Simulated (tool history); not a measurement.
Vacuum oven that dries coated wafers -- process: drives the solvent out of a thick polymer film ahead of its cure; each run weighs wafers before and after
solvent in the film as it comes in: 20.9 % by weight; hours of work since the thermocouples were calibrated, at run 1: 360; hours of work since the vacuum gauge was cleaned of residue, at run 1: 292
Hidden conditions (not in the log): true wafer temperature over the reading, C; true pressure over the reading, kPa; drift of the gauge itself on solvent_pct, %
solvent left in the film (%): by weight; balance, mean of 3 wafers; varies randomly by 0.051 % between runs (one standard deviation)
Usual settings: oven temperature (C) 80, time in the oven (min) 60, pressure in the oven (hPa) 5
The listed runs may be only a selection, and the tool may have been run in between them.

run	hour	oven temperature (C)	time in the oven (min)	pressure in the oven (hPa)	hours of work since the thermocouples were calibrated	hours of work since the vacuum gauge was cleaned of residue	solvent left in the film (%)
1	0	80	60	5	360	292	1.26
2	23.8	80	55	5	372	305	1.42
3	42.1	80	60	7.62	382	315	1.41
4	69.1	92	60	7.62	396	329	0.47
5	99.4	80	60	5	413	345	1.2
6	130.1	80	60	9.79	429	361	1.61
7	160	85	60	5	445	377	0.72
8	181.3	85	60	5	456	389	0.79
9	204.7	87	60	5	469	401	0.62
10	220.3	80	60	5	477	410	1.19
11	244.5	80	33	5	490	423	3.71
12	272.6	80	33	5	505	437	3.71
13	303	80	33	5	521	454	3.77
14	322.9	80	33	5	532	464	3.67
15	352.2	90	33	5	547	480	1.52
16	367.5	90	33	5	556	488	1.46
17	386.4	90	33	5	566	498	1.44
18	417.5	90	33	5	582	515	1.53
19	444.4	90	33	5	597	529	1.49
20	465.9	90	33	5	608	541	1.58
21	485.2	90	33	5	618	551	1.43
22	500.2	80	60	5	626	559	1.36
23	513.7	80	60	5	634	566	1.39
24	534.1	80	60	2.52	644	577	1.18
25	563.1	80	60	2.52	660	592	1.2
26	592.5	80	88	5.39	676	608	0.75
27	621.8	80	88	5.39	691	624	0.78
28	641.6	90	60	6.34	702	634	0.49
29	657.9	90	60	6.34	710	643	0.47
30	686.2	91	60	6.38	726	658	0.45
31	704.6	76	86	5	735	668	1.08
32	732.2	77	32	3.78	750	683	4.75
33	749.2	67	32	14.98	759	692	9.22
34	774.3	83	38	11.75	773	705	2.76
35	803.2	83	38	15.25	788	720	3.04
36	834.1	73	59	6.25	804	737	3.09
37	851.9	80	86	19.12	814	746	1.84
38	877.9	74	56	8.27	828	760	3.19
39	891.5	94	68	7.22	835	767	0.33
40	920	66	68	4.16	850	783	4.14
41	933.5	66	68	4.16	857	790	4.2
42	957.8	66	68	4.16	870	803	4.2
43	971.1	66	68	4.16	877	810	4.18
44	1000.2	88	68	5.5	893	825	0.56
45	1025	88	68	5.5	906	839	0.54
46	1044.5	88	68	2.61	917	849	0.34

Had the tool no unlogged condition, and each run kept its random variation, what would the results have been?
run	solvent left in the film (%)
1	1.18
2	1.34
3	1.32
4	0.43
5	1.11
6	1.5
7	0.64
8	0.71
9	0.55
10	1.06
11	3.53
12	3.52
13	3.58
14	3.46
15	1.38
16	1.33
17	1.3
18	1.38
19	1.33
20	1.43
21	1.27
22	1.17
23	1.2
24	0.99
25	1.01
26	0.6
27	0.62
28	0.38
29	0.36
30	0.34
31	0.85
32	4.37
33	8.77
34	2.45
35	2.72
36	2.69
37	1.6
38	2.78
39	0.23
40	3.61
41	3.66
42	3.65
43	3.63
44	0.41
45	0.38
46	0.19
